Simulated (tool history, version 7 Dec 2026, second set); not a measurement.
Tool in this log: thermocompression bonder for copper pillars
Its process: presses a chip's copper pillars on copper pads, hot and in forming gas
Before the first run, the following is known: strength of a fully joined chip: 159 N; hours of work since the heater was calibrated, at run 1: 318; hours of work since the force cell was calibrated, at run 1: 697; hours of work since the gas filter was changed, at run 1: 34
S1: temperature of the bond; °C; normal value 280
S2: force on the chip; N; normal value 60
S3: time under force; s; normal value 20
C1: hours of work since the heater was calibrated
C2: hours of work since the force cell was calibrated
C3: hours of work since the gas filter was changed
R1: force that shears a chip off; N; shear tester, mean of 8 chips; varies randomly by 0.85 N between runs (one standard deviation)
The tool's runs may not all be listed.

| run | hour | S1 | S2 | S3 | C1 | C2 | C3 | R1 |
|---|---|---|---|---|---|---|---|---|
| 1 | 0 | 280 | 60 | 20 | 318 | 697 | 34 | 80.7 |
| 2 | 43.4 | 280 | 46 | 20 | 338 | 717 | 54 | 62.4 |
| 3 | 126.6 | 280 | 60 | 11 | 377 | 755 | 92 | 66 |
| 4 | 198.4 | 280 | 60 | 26 | 410 | 789 | 126 | 88.1 |
|  | 205.1 | forming gas filter changed |
| 5 | 262.4 | 266 | 60 | 26 | 439 | 818 | 26 | 72.2 |
| 6 | 312.2 | 266 | 60 | 26 | 462 | 841 | 49 | 72.6 |
| 7 | 355.7 | 266 | 60 | 26 | 482 | 861 | 70 | 70.9 |
| 8 | 424.3 | 280 | 60 | 20 | 514 | 893 | 101 | 81.4 |
|  | 482.1 | forming gas filter changed |
| 9 | 492.8 | 280 | 60 | 20 | 545 | 924 | 5 | 81 |
| 10 | 585.9 | 280 | 60 | 20 | 588 | 967 | 48 | 81.4 |
| 11 | 629.1 | 280 | 60 | 20 | 608 | 987 | 68 | 81 |
| 12 | 687.9 | 280 | 39 | 20 | 636 | 1014 | 95 | 52.8 |
| 13 | 729.8 | 280 | 39 | 20 | 655 | 1034 | 115 | 52.1 |
|  | 761.1 | forming gas filter changed |
| 14 | 810.8 | 280 | 39 | 29 | 692 | 1071 | 23 | 60.9 |
| 15 | 860.7 | 280 | 39 | 29 | 715 | 1094 | 46 | 60.4 |
| 16 | 934.1 | 280 | 39 | 29 | 749 | 1128 | 80 | 60.6 |
| 17 | 1020.2 | 289 | 39 | 29 | 789 | 1168 | 120 | 70.8 |
|  | 1038.6 | forming gas filter changed |
| 18 | 1090.5 | 262 | 76 | 14 | 821 | 1200 | 24 | 69.2 |
|  | 1101.1 | heater calibrated with a thermocouple chip |
| 19 | 1181.4 | 303 | 45 | 23 | 37 | 1241 | 65 | 89.5 |
| 20 | 1226.5 | 301 | 39 | 57 | 58 | 1262 | 86 | 103.7 |
| 21 | 1296.1 | 278 | 45 | 20 | 90 | 1294 | 118 | 60.4 |
|  | 1313.5 | force cell calibrated |
|  | 1320.9 | forming gas filter changed |
| 22 | 1357.1 | 278 | 45 | 20 | 117 | 20 | 17 | 58.8 |
| 23 | 1417 | 278 | 45 | 20 | 145 | 48 | 44 | 59.4 |
| 24 | 1511.1 | 278 | 45 | 20 | 189 | 91 | 88 | 58.8 |
| 25 | 1584 | 255 | 83 | 29 | 222 | 125 | 122 | 87.5 |
|  | 1597.6 | forming gas filter changed |
| 26 | 1659.2 | 264 | 53 | 20 | 257 | 159 | 28 | 55.6 |
| 27 | 1720.2 | 308 | 49 | 26 | 285 | 188 | 57 | 106.1 |
| 28 | 1788.8 | 267 | 47 | 46 | 317 | 219 | 88 | 71.4 |
| 29 | 1836.6 | 267 | 47 | 46 | 339 | 241 | 110 | 70.2 |
|  | 1871.4 | forming gas filter changed |
| 30 | 1920.7 | 267 | 79 | 22 | 378 | 280 | 23 | 90.1 |

Each row is a separate what-if for the run after 30, all from the same tool condition, not one after another. Results?
| A | 2014.6 | 301 | 44 | 24 | 421 | 323 | 66 | ? |
| B | 2014.6 | 280 | 85 | 20 | 421 | 323 | 66 | ? |
| C | 2014.6 | 299 | 57 | 13 | 421 | 323 | 66 | ? |

| run | R1 |
|---|---|
| A | 85.7 |
| B | 109.2 |
| C | 86.4 |
Had the tool no hidden state, the same runs would have come out as:
| run | R1 |
|---|---|
| A | 85.7 |
| B | 109.3 |
| C | 86.4 |
